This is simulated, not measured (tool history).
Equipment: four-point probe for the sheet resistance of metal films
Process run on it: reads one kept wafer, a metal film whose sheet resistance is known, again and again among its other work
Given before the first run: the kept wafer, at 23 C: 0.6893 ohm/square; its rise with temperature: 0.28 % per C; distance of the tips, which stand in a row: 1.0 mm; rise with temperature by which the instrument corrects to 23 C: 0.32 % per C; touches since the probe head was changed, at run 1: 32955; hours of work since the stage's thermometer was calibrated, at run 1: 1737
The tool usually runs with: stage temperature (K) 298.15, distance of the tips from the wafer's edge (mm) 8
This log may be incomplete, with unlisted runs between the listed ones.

| run | hour | stage temperature (K) | distance of the tips from the wafer's edge (mm) | touches since the probe head was changed | hours of work since the stage's thermometer was calibrated | sheet resistance as the instrument gives it (ohm/square) |
|---|---|---|---|---|---|---|
| 1 | 0 | 298.15 | 8 | 32955 | 1737 | 0.694082 |
| 2 | 71 | 298.15 | 8 | 34757 | 1780 | 0.693994 |
| 3 | 112.9 | 293.15 | 8 | 35820 | 1806 | 0.695314 |
| 4 | 190.3 | 293.15 | 8 | 37782 | 1853 | 0.695583 |
| 5 | 235.9 | 298.15 | 54 | 38938 | 1881 | 0.688973 |
|  | 260.6 | stage's thermometer calibrated |
| 6 | 317.8 | 298.15 | 54 | 41005 | 35 | 0.689026 |
| 7 | 388.4 | 298.15 | 8 | 42794 | 78 | 0.694633 |
| 8 | 463.8 | 294.15 | 8 | 44706 | 124 | 0.695816 |
| 9 | 549.8 | 294.15 | 3 | 46888 | 177 | 0.728948 |
| 10 | 601 | 298.15 | 4 | 48186 | 208 | 0.711703 |
| 11 | 636.6 | 298.15 | 5 | 49091 | 230 | 0.703701 |
| 12 | 680.3 | 298.15 | 5 | 50197 | 257 | 0.703773 |
|  | 718.8 | stage's thermometer calibrated, once more |
| 13 | 761.8 | 298.15 | 5 | 52254 | 26 | 0.702452 |
| 14 | 802.6 | 298.15 | 5 | 53287 | 51 | 0.702597 |
| 15 | 874.2 | 298.15 | 5 | 55103 | 95 | 0.702607 |
| 16 | 912.1 | 298.15 | 9 | 56066 | 118 | 0.692884 |
| 17 | 952.6 | 298.15 | 9 | 57092 | 143 | 0.69289 |
| 18 | 1039.9 | 298.15 | 9 | 59306 | 197 | 0.693239 |
| 19 | 1127.6 | 298.15 | 9 | 61530 | 250 | 0.69342 |
| 20 | 1175.4 | 298.15 | 9 | 62744 | 280 | 0.693044 |
| 21 | 1258.4 | 298.15 | 9 | 64849 | 330 | 0.693186 |
| 22 | 1296.8 | 298.15 | 9 | 65822 | 354 | 0.693343 |
| 23 | 1344.9 | 298.15 | 9 | 67042 | 383 | 0.693174 |
| 24 | 1424.1 | 303.15 | 25 | 69051 | 432 | 0.688271 |
| 25 | 1486.8 | 300.15 | 26 | 70643 | 470 | 0.688822 |
| 26 | 1559.8 | 298.15 | 5 | 72494 | 515 | 0.703699 |
| 27 | 1624.5 | 298.15 | 8 | 74134 | 555 | 0.694831 |
| 28 | 1701.7 | 298.15 | 8 | 76093 | 602 | 0.694861 |
| 29 | 1747.1 | 297.15 | 41 | 77244 | 630 | 0.689623 |
| 30 | 1827.9 | 305.15 | 6 | 79293 | 679 | 0.697848 |
| 31 | 1915 | 294.15 | 12 | 81503 | 732 | 0.692789 |
| 32 | 1964.4 | 303.15 | 12 | 82755 | 763 | 0.690756 |
| 33 | 2048.3 | 303.15 | 12 | 84883 | 814 | 0.69081 |
| 34 | 2134.3 | 305.15 | 49 | 87065 | 867 | 0.688248 |
| 35 | 2189.3 | 301.15 | 49 | 88461 | 900 | 0.689082 |
| 36 | 2270.7 | 298.15 | 8 | 90526 | 950 | 0.695534 |
| 37 | 2313.8 | 298.15 | 9 | 91619 | 977 | 0.694368 |

Run 38, settings as shown, results not yet in. Your forecast:
| 38 | 2368.6 | 297.15 | 8 | 93009 | 1010 | ? |

sheet resistance as the instrument gives it (ohm/square): 0.695963
Minus the tool's unlogged condition, the same run would have read sheet resistance as the instrument gives it (ohm/square) 0.694862.

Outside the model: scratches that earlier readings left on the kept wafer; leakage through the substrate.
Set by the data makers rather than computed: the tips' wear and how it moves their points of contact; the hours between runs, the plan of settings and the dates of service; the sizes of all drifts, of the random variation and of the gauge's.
